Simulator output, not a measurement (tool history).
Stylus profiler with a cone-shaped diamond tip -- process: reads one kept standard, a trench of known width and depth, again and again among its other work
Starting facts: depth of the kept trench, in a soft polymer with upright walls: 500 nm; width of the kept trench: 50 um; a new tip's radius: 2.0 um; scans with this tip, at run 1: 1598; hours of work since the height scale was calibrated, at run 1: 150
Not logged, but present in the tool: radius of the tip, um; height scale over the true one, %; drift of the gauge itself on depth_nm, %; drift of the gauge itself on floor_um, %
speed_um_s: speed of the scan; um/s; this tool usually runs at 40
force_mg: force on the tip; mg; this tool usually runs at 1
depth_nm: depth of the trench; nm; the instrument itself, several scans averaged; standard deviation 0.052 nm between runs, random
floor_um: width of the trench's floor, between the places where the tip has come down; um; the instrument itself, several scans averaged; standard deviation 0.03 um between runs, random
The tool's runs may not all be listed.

| run | hour | speed_um_s | force_mg | scans with this tip | hours of work since the height scale was calibrated | depth_nm | floor_um |
|---|---|---|---|---|---|---|---|
| 1 | 0 | 40 | 1 | 1598 | 150 | 504.65 | 46.98 |
| 2 | 16.3 | 40 | 1 | 1731 | 163 | 504.56 | 46.92 |
| 3 | 27.4 | 40 | 1 | 1821 | 171 | 504.63 | 46.98 |
| 4 | 40.6 | 58 | 1 | 1929 | 181 | 504.69 | 46.84 |
| 5 | 57.7 | 58 | 1 | 2069 | 194 | 504.56 | 46.84 |
| 6 | 66 | 40 | 1 | 2136 | 201 | 504.56 | 46.97 |
| 7 | 75.7 | 40 | 1 | 2215 | 208 | 504.64 | 46.93 |
| 8 | 94 | 40 | 0.38 | 2365 | 222 | 502.41 | 46.81 |
| 9 | 108.5 | 40 | 0.56 | 2483 | 233 | 503.19 | 46.9 |
| 10 | 127.9 | 40 | 1 | 2641 | 248 | 504.73 | 46.99 |
| 11 | 141 | 40 | 0.64 | 2748 | 258 | 503.39 | 46.9 |
| 12 | 160.4 | 40 | 0.64 | 2907 | 273 | 503.39 | 46.87 |
| 13 | 178.8 | 22 | 1 | 3056 | 287 | 504.63 | 47.12 |
| 14 | 194.1 | 40 | 2.59 | 3181 | 299 | 508.63 | 47.09 |
| 15 | 205.7 | 40 | 0.41 | 3276 | 308 | 502.55 | 46.82 |
| 16 | 222.4 | 102 | 1.51 | 3412 | 321 | 505.96 | 46.6 |
| 17 | 234.8 | 40 | 0.42 | 3514 | 330 | 502.65 | 46.83 |
| 18 | 253.7 | 88 | 0.64 | 3668 | 345 | 503.33 | 46.41 |
| 19 | 262 | 107 | 0.39 | 3736 | 351 | 502.47 | 45.82 |
| 20 | 273.6 | 13 | 0.87 | 3829 | 360 | 504.1 | 47.24 |
| 21 | 291.9 | 13 | 0.87 | 3979 | 374 | 504.12 | 47.23 |

Predict the results of run 22:
| 22 | 310.9 | 15 | 1.08 | 4134 | 389 | ? | ? |

{"run 22": {"depth_nm": 504.84, "floor_um": 47.24}}
The same run, on a tool lacking any hidden state, would have yielded depth_nm 504.84 nm, floor_um 47.24 um.
